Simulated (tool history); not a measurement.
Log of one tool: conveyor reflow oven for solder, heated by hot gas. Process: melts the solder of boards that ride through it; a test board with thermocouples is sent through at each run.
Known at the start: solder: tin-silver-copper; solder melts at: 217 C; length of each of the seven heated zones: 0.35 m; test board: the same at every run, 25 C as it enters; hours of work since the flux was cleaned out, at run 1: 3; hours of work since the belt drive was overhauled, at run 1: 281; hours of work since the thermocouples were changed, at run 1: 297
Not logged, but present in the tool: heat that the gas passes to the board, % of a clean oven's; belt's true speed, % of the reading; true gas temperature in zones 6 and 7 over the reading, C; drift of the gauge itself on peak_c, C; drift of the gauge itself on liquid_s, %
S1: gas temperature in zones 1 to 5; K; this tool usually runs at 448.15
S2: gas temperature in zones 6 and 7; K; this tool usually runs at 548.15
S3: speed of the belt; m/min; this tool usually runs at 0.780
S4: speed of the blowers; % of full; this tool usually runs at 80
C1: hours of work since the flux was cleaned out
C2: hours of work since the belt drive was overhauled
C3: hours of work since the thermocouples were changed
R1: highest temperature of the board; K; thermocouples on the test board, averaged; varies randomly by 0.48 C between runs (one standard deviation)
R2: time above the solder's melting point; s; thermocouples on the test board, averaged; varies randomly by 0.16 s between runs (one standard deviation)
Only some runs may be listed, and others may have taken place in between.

run 1 hour=0.0 | S1=448.15 S2=548.15 S3=0.780 S4=80 | C1=3 C2=281 C3=297 | R1=536.65 R2=45.6
run 2 hour=15.1 | S1=448.15 S2=548.15 S3=0.780 S4=80 | C1=11 C2=289 C3=305 | R1=534.95 R2=46.1
run 3 hour=29.1 | S1=448.15 S2=548.15 S3=0.780 S4=80 | C1=19 C2=297 C3=313 | R1=535.45 R2=45.8
run 4 hour=53.0 | S1=448.15 S2=548.15 S3=0.939 S4=80 | C1=33 C2=311 C3=327 | R1=529.45 R2=35.0
run 5 hour=74.1 | S1=448.15 S2=548.15 S3=0.717 S4=80 | C1=45 C2=323 C3=339 | R1=537.15 R2=51.0
run 6 hour=98.1 | S1=448.15 S2=548.15 S3=0.917 S4=80 | C1=59 C2=336 C3=353 | R1=529.85 R2=36.8
run 7 hour=116.5 | S1=448.15 S2=548.15 S3=0.813 S4=80 | C1=69 C2=347 C3=363 | R1=533.75 R2=43.2
run 8 hour=139.2 | S1=448.15 S2=548.15 S3=0.813 S4=80 | C1=82 C2=360 C3=376 | R1=534.05 R2=43.0
run 9 hour=163.1 | S1=448.15 S2=548.15 S3=0.780 S4=80 | C1=96 C2=373 C3=389 | R1=535.25 R2=45.9
run 10 hour=178.4 | S1=449.15 S2=548.15 S3=0.780 S4=80 | C1=104 C2=382 C3=398 | R1=535.05 R2=45.8
-- hour=184.4 belt drive overhauled, speed set with a stopwatch
run 11 hour=204.1 | S1=448.15 S2=548.15 S3=0.780 S4=80 | C1=116 C2=11 C3=410 | R1=534.95 R2=45.7
run 12 hour=228.4 | S1=442.15 S2=542.15 S3=0.773 S4=80 | C1=130 C2=25 C3=424 | R1=527.85 R2=42.3
run 13 hour=242.1 | S1=448.15 S2=548.15 S3=0.749 S4=88 | C1=138 C2=33 C3=432 | R1=536.65 R2=48.8
run 14 hour=265.2 | S1=439.15 S2=548.15 S3=0.780 S4=80 | C1=151 C2=46 C3=445 | R1=533.65 R2=43.2

Run 15 has not been measured yet. What should we expect?
run 15 hour=280.1 | S1=439.15 S2=548.15 S3=0.780 S4=80 | C1=160 C2=54 C3=454 | R1=? R2=?

Logged for run 15: R1 532.95 K, R2 43.0 s.
The same run, on a tool lacking any hidden state, would have yielded R1 534.85 K, R2 43.1 s.
